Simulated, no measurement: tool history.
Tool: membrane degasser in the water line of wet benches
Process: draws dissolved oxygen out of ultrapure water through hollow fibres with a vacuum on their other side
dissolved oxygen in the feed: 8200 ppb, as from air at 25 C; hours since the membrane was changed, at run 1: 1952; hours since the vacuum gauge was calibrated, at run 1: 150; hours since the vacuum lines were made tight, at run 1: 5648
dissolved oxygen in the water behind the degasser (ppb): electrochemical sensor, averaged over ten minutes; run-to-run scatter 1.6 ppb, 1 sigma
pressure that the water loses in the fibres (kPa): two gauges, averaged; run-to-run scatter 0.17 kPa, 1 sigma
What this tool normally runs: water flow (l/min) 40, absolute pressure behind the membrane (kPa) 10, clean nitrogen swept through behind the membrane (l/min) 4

run    hour  water flow (l/min)  absolute pressure behind the membrane (kPa)  clean nitrogen swept through behind the membrane (l/min)  hours since the membrane was changed  hours since the vacuum gauge was calibrated  hours since the vacuum lines were made tight  dissolved oxygen in the water behind the degasser (ppb)  pressure that the water loses in the fibres (kPa)
  1       0                  40                                           10                                                         4                                  1952                                          150                                          5648                                                    168.1                                               27.4
  2    74.4                  40                                           10                                                         4                                  2027                                          225                                          5722                                                    167.7                                              27.49
  3   157.8                  40                                           10                                                       6.1                                  2110                                          308                                          5805                                                      118                                              27.41
  4   203.5                  24                                           10                                                       6.1                                  2156                                          354                                          5851                                                     66.6                                              16.63
  5   239.1                  24                                           10                                                       6.1                                  2191                                          389                                          5887                                                       69                                              16.56
  6   281.7                  24                                           10                                                       6.1                                  2234                                          432                                          5929                                                     67.4                                              16.76
  7   361.6                  24                                           10                                                       6.1                                  2314                                          512                                          6009                                                     68.7                                              16.68
  8   408.6                  24                                           10                                                       6.1                                  2361                                          559                                          6056                                                     68.1                                              16.34
  9   484.2                  56                                           10                                                         4                                  2437                                          634                                          6132                                                    260.9                                               38.6
      489.2  -- vacuum gauge calibrated
 10   561.1                  56                                         12.3                                                         4                                  2513                                           72                                          6208                                                    333.5                                              38.23
 11   628.4                  56                                         12.3                                                         4                                  2580                                          139                                          6275                                                    333.6                                              38.79
 12   670.3                  40                                           10                                                         4                                  2622                                          181                                          6317                                                    170.3                                              27.68
 13   731.6                  40                                           10                                                         4                                  2683                                          242                                          6379                                                      170                                              27.41
 14     770                  40                                           10                                                         4                                  2722                                          281                                          6417                                                    173.3                                              27.32
 15   848.9                  43                                           10                                                         4                                  2801                                          360                                          6496                                                    187.4                                              29.67
 16   896.9                  40                                           10                                                      10.4                                  2849                                          408                                          6544                                                     73.8                                              27.61
      979.6  -- vacuum gauge calibrated, once more
 17   979.6                  40                                           10                                                      10.4                                  2931                                            0                                          6626                                                     73.2                                              27.62
 18  1049.7                  40                                           10                                                      10.4                                  3001                                           70                                          6696                                                     73.3                                              27.49
 19  1114.2                  40                                           10                                                      10.4                                  3066                                          135                                          6761                                                       72                                              27.63
 20  1150.5                  55                                         14.8                                                      2.51                                  3102                                          171                                          6797                                                    570.8                                              38.27
 21  1195.5                  55                                         24.1                                                      2.51                                  3147                                          216                                          6842                                                    959.8                                              37.92
 22    1268                  42                                         13.3                                                      4.91                                  3219                                          288                                          6915                                                    220.6                                              29.07
 23  1310.5                  42                                         13.3                                                      4.91                                  3262                                          331                                          6957                                                    213.4                                              28.94
 24  1357.5                  42                                         13.3                                                      4.91                                  3309                                          378                                          7004                                                    215.9                                              28.81
 25  1397.4                  38                                          6.7                                                       5.1                                  3349                                          418                                          7044                                                     69.8                                              26.08
 26  1449.1                  53                                          9.2                                                      1.76                                  3400                                          469                                          7096                                                    398.5                                              36.88
 27  1517.6                  54                                           10                                                      2.22                                  3469                                          538                                          7164                                                    388.5                                              37.51
 28  1576.1                  54                                           10                                                      2.22                                  3527                                          596                                          7223                                                    384.2                                              37.33
 29  1623.9                  37                                           10                                                      2.22                                  3575                                          644                                          7270                                                    261.7                                              25.47
 30  1684.6                  47                                         14.3                                                      8.84                                  3636                                          705                                          7331                                                    167.3                                              32.76
 31  1719.8                  47                                         15.9                                                      8.84                                  3671                                          740                                          7366                                                    180.4                                              32.53
 32  1795.6                  57                                          8.7                                                      1.79                                  3747                                          816                                          7442                                                      404                                              39.79

Here are 3 independent what-if runs from the current tool condition. What would each one return?
  A  1877.7                  55                                          8.7                                                      5.09                                  3829                                          898                                          7524                                                        ?                                                  ?
  B  1877.7                  51                                         21.9                                                      1.79                                  3829                                          898                                          7524                                                        ?                                                  ?
  C  1877.7                  52                                          8.7                                                      4.78                                  3829                                          898                                          7524                                                        ?                                                  ?

run  dissolved oxygen in the water behind the degasser (ppb)  pressure that the water loses in the fibres (kPa)
  A                                                      182                                              38.53
  B                                                   1047.7                                              35.71
  C                                                    173.2                                              36.18
What these runs would have given with no unlogged condition in the tool:
run  dissolved oxygen in the water behind the degasser (ppb)  pressure that the water loses in the fibres (kPa)
  A                                                    173.4                                              37.44
  B                                                   1034.5                                               34.7
  C                                                    165.6                                              35.15
